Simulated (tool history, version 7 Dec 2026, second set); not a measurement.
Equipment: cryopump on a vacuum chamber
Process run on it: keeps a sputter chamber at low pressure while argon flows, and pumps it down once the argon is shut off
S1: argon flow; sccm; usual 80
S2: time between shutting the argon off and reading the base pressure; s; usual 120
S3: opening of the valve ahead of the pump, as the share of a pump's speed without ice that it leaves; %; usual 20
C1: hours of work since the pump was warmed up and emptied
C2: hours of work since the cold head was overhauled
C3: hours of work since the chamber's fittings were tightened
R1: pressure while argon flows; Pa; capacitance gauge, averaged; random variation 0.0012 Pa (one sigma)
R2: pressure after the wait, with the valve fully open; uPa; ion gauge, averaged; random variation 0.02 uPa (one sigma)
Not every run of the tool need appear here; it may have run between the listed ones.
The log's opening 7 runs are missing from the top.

run	hour	S1	S2	S3	C1	C2	C3	R1	R2
8	75.7	80	22	20	156	156	1349	0.286	0.93
9	86.8	80	22	20	165	165	1359	0.2826	0.97
10	103.9	80	120	20	180	180	1373	0.2871	0.35
11	121.9	80	120	20	196	196	1389	0.2842	0.39
12	137.9	80	120	20	209	209	1403	0.284	0.38
13	145.6	80	120	20	216	216	1409	0.2863	0.39
14	160	80	120	20	228	228	1422	0.2847	0.38
15	169.5	80	120	20	237	237	1430	0.2868	0.43
16	177.8	80	120	20	244	244	1437	0.2856	0.36
17	190.1	80	120	20	254	254	1448	0.2861	0.38
18	201.8	80	120	20	265	265	1458	0.286	0.4
19	218.3	86	56	28	279	279	1472	0.2261	0.51

Run 20 has not been measured yet. What should we expect?
20	230.9	41	137	19	290	290	1483	?	?

R1: 0.1558 Pa
R2: 0.42 uPa
On a tool with no hidden condition, and with the same random variation, this run would have come out at R1 0.1507 Pa, R2 0.26 uPa.
